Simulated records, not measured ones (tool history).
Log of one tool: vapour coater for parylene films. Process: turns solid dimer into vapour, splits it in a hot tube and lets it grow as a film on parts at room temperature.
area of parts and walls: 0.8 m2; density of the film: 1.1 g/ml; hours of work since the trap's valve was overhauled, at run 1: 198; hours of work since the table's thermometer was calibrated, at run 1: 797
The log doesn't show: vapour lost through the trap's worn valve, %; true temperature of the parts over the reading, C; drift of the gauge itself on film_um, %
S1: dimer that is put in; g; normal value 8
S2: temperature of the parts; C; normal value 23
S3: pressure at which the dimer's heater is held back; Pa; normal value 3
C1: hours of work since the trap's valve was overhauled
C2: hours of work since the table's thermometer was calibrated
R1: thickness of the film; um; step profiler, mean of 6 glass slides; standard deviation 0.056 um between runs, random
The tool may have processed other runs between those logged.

run	hour	S1	S2	S3	C1	C2	R1
1	0	8	23	3	198	797	6.14
2	16.2	8	23	3	209	807	6.17
3	35.9	8	23	3	222	821	6.11
4	64.4	8	23	3	241	840	6.09
5	88.4	8	23	3	258	856	6.03
# hour 94.2: trap's valve overhauled
6	105.8	8	23	7.99	8	866	5.06
7	127	9	18	3.02	22	880	7.33
8	154.3	5	19	3	41	898	4
9	179.6	5	19	3	58	916	3.93
10	203.6	5	19	3	74	932	3.92

4 options for the next run, each taken on its own from the tool as it stands now. Forecast them:
A	234.4	7	25	8.96	95	953	?
B	234.4	4	15	4.34	95	953	?
C	234.4	5	15	3.64	95	953	?
D	234.4	10	20	2.54	95	953	?

run	R1
A	4.02
B	3.37
C	4.3
D	7.78
Take away the tool's hidden state, keep each run's random variation, and the runs would have read:
run	R1
A	4.74
B	3.97
C	5.07
D	9.16
